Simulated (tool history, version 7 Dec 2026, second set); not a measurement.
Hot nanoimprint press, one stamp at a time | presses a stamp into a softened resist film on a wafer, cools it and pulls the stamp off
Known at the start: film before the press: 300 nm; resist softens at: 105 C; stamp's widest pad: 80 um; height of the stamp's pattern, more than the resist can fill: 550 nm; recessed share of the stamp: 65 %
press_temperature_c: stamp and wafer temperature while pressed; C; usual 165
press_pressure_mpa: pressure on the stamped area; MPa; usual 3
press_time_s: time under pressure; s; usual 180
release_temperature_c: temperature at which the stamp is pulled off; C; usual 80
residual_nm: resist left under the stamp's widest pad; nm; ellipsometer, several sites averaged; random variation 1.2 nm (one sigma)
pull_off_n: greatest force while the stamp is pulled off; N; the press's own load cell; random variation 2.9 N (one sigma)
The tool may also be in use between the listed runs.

run,day,press_temperature_c,press_pressure_mpa,press_time_s,release_temperature_c,residual_nm,pull_off_n
1,0,165,3,180,80,188.7,148
2,1.429,165,3,180,80,187.3,139
3,3.342,165,3,180,80,188,153
4,4.792,165,3,180,80,190.8,157
5,6.242,165,3.33,180,80,184.3,157
6,7.217,165,3.33,180,80,184.7,156
7,8.733,165,3.33,180,80,184.5,157
# day 9.446: plate thermocouple calibrated
8,10.646,165,3.33,180,80,172.1,161
9,12.583,165,3.33,180,80,175.2,163
10,14.183,165,3.33,180,80,175.8,171
11,15.938,165,3.33,180,80,176.8,169
12,17.362,165,3,188,80,181.1,174
13,18.592,169,3,180,68,149.5,213
14,20.075,165,2.08,316,80,177.8,177
# day 21.392: stamp cleaned and given a new release coat
15,21.871,161,3,180,80,223.3,137
16,23.25,165,3,180,80,189.4,135
17,24.342,165,3,180,80,188.6,141
18,26.3,164,3,165,80,204.9,148
19,27.175,164,3,165,80,204.2,147
20,29.117,162,2.33,165,80,237.9,155
# day 29.996: plate thermocouple calibrated
21,30.367,162,2.33,165,80,225.7,154

Forecast each of these 4 alternatives for the next run:
A,31.279,162,3.39,275,80,?,?
B,31.279,165,2.89,231,80,?,?
C,31.279,162,2.22,98,86,?,?
D,31.279,174,1.9,180,80,?,?

run,residual_nm,pull_off_n
A,179,152
B,168,148
C,249.8,141
D,131.3,154
Without the tool's hidden state the same runs would have given:
run,residual_nm,pull_off_n
A,176.9,134
B,166.3,130
C,249.1,124
D,130.4,136
